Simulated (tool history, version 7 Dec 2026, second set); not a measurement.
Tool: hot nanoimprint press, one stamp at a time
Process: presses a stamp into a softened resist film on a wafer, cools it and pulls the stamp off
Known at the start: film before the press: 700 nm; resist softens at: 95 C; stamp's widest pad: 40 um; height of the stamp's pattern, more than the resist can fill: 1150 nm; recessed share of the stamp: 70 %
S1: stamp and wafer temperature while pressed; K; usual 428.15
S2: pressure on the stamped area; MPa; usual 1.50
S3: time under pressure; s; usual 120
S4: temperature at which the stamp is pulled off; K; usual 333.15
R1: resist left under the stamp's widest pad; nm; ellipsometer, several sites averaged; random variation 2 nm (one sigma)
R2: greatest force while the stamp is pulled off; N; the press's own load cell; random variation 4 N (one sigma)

run,hour,S1,S2,S3,S4,R1,R2
1,0.0,428.15,1.50,120,333.15,419.9,206
2,7.4,425.15,1.50,120,333.15,461.1,209
3,14.8,428.15,1.50,120,333.15,416.1,208
4,26.0,428.15,1.50,120,333.15,420.7,211
5,40.4,426.15,1.50,120,333.15,446.5,204
6,55.2,426.15,1.50,120,333.15,445.1,207
7,62.3,428.15,1.50,120,334.15,420.2,195
8,73.6,428.15,1.50,120,334.15,417.2,201
# hour 89.2: stamp cleaned and given a new release coat
9,90.5,428.15,1.50,120,334.15,415.9,201
10,103.3,428.15,1.50,72,333.15,480.8,203
11,117.3,428.15,1.50,120,333.15,415.7,202
12,126.9,428.15,1.50,120,334.15,419.1,191
13,133.7,428.15,1.50,71,333.15,482.6,202
14,143.1,428.15,1.50,71,333.15,479.4,203
15,154.3,424.15,0.96,67,330.15,585.0,213
16,169.2,421.15,2.33,120,333.15,443.6,197
17,178.9,428.15,1.51,120,329.15,416.6,216
18,189.7,423.15,1.50,87,327.15,516.7,223
19,198.2,423.15,1.50,87,327.15,517.5,228
20,207.5,431.15,1.50,120,333.15,378.8,200
21,216.4,421.15,1.50,208,333.15,443.0,193
22,229.8,421.15,1.83,208,330.15,409.4,214
23,238.8,421.15,1.83,208,330.15,407.7,213
24,248.3,437.15,2.12,120,333.15,265.4,197
25,256.7,426.15,2.12,63,327.15,471.5,221
26,263.0,426.15,2.12,63,327.15,470.3,222
27,272.5,426.15,2.12,63,327.15,467.5,233

Forecast each of these 4 alternatives for the next run:
A,283.3,439.15,2.12,72,325.15,?,?
B,283.3,437.15,1.50,120,333.15,?,?
C,283.3,428.15,1.78,134,333.15,?,?
D,283.3,423.15,1.01,231,333.15,?,?

run,R1,R2
A,303.1,240
B,309.8,207
C,374.8,197
D,458.3,195
Without the tool's hidden state the same runs would have given:
run,R1,R2
A,307.3,239
B,314.1,206
C,380.0,197
D,464.7,194
